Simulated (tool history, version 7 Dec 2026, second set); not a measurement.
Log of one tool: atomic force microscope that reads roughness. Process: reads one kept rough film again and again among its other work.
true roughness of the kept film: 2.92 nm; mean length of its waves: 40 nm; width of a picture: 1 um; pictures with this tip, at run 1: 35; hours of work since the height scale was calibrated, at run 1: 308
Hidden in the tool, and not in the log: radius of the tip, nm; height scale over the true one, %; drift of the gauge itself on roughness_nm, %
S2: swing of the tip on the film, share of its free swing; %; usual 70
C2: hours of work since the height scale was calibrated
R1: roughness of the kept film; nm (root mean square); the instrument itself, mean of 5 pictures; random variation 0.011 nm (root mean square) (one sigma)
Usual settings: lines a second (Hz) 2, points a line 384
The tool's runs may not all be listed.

{"run": 1, "hour": 0.0, "lines a second (Hz)": 2, "S2": 70, "points a line": 384, "pictures with this tip": 35, "C2": 308, "R1": 2.623}
{"run": 2, "hour": 7.0, "lines a second (Hz)": 2, "S2": 70, "points a line": 384, "pictures with this tip": 48, "C2": 313, "R1": 2.641}
{"run": 3, "hour": 16.8, "lines a second (Hz)": 2, "S2": 70, "points a line": 384, "pictures with this tip": 67, "C2": 320, "R1": 2.626}
{"run": 4, "hour": 27.8, "lines a second (Hz)": 2, "S2": 70, "points a line": 384, "pictures with this tip": 87, "C2": 329, "R1": 2.63}
{"run": 5, "hour": 37.4, "lines a second (Hz)": 2, "S2": 70, "points a line": 384, "pictures with this tip": 105, "C2": 336, "R1": 2.61}
{"run": 6, "hour": 51.0, "lines a second (Hz)": 2, "S2": 70, "points a line": 384, "pictures with this tip": 131, "C2": 346, "R1": 2.618}
{"run": 7, "hour": 61.0, "lines a second (Hz)": 2, "S2": 70, "points a line": 384, "pictures with this tip": 150, "C2": 354, "R1": 2.619}
{"run": 8, "hour": 73.9, "lines a second (Hz)": 2, "S2": 70, "points a line": 384, "pictures with this tip": 174, "C2": 364, "R1": 2.625}
{"run": 9, "hour": 87.6, "lines a second (Hz)": 2.44, "S2": 70, "points a line": 384, "pictures with this tip": 200, "C2": 374, "R1": 2.581}
{"hour": 96.1, "done": "new tip fitted"}
{"run": 10, "hour": 97.5, "lines a second (Hz)": 2.44, "S2": 70, "points a line": 384, "pictures with this tip": 3, "C2": 381, "R1": 2.595}
{"run": 11, "hour": 106.4, "lines a second (Hz)": 2.44, "S2": 70, "points a line": 378, "pictures with this tip": 20, "C2": 388, "R1": 2.595}
{"run": 12, "hour": 112.4, "lines a second (Hz)": 2, "S2": 89, "points a line": 384, "pictures with this tip": 31, "C2": 392, "R1": 2.392}
{"run": 13, "hour": 120.6, "lines a second (Hz)": 2, "S2": 70, "points a line": 384, "pictures with this tip": 46, "C2": 399, "R1": 2.643}
{"run": 14, "hour": 130.2, "lines a second (Hz)": 2, "S2": 70, "points a line": 384, "pictures with this tip": 65, "C2": 406, "R1": 2.626}
{"run": 15, "hour": 140.8, "lines a second (Hz)": 2, "S2": 78, "points a line": 384, "pictures with this tip": 84, "C2": 414, "R1": 2.548}
{"run": 16, "hour": 153.7, "lines a second (Hz)": 2, "S2": 70, "points a line": 322, "pictures with this tip": 109, "C2": 424, "R1": 2.622}
{"run": 17, "hour": 163.5, "lines a second (Hz)": 2, "S2": 70, "points a line": 322, "pictures with this tip": 127, "C2": 431, "R1": 2.643}
{"run": 18, "hour": 175.4, "lines a second (Hz)": 2, "S2": 70, "points a line": 322, "pictures with this tip": 149, "C2": 440, "R1": 2.583}
{"run": 19, "hour": 182.6, "lines a second (Hz)": 2, "S2": 70, "points a line": 322, "pictures with this tip": 163, "C2": 446, "R1": 2.623}
{"run": 20, "hour": 189.9, "lines a second (Hz)": 2, "S2": 70, "points a line": 322, "pictures with this tip": 176, "C2": 451, "R1": 2.632}
{"run": 21, "hour": 195.8, "lines a second (Hz)": 2, "S2": 70, "points a line": 384, "pictures with this tip": 187, "C2": 456, "R1": 2.623}
{"run": 22, "hour": 204.9, "lines a second (Hz)": 2, "S2": 70, "points a line": 384, "pictures with this tip": 205, "C2": 463, "R1": 2.633}
{"hour": 210.5, "done": "new tip fitted"}
{"run": 23, "hour": 212.1, "lines a second (Hz)": 2.08, "S2": 84, "points a line": 432, "pictures with this tip": 3, "C2": 468, "R1": 2.438}
{"run": 24, "hour": 224.8, "lines a second (Hz)": 3.52, "S2": 88, "points a line": 313, "pictures with this tip": 27, "C2": 477, "R1": 2.135}
{"run": 25, "hour": 237.0, "lines a second (Hz)": 2.23, "S2": 71, "points a line": 384, "pictures with this tip": 50, "C2": 487, "R1": 2.605}
{"run": 26, "hour": 246.3, "lines a second (Hz)": 2.23, "S2": 71, "points a line": 384, "pictures with this tip": 67, "C2": 494, "R1": 2.607}
{"run": 27, "hour": 253.8, "lines a second (Hz)": 2, "S2": 59, "points a line": 384, "pictures with this tip": 81, "C2": 499, "R1": 2.706}
{"run": 28, "hour": 259.8, "lines a second (Hz)": 2, "S2": 59, "points a line": 384, "pictures with this tip": 93, "C2": 504, "R1": 2.721}

Run 29 comes next. What will it give?
{"run": 29, "hour": 272.2, "lines a second (Hz)": 1.16, "S2": 59, "points a line": 372, "pictures with this tip": 116, "C2": 513, "R1": "?"}

{"run 29": {"R1": 2.75}}
Without the tool's hidden state the same run would have given R1 2.753 nm (root mean square).

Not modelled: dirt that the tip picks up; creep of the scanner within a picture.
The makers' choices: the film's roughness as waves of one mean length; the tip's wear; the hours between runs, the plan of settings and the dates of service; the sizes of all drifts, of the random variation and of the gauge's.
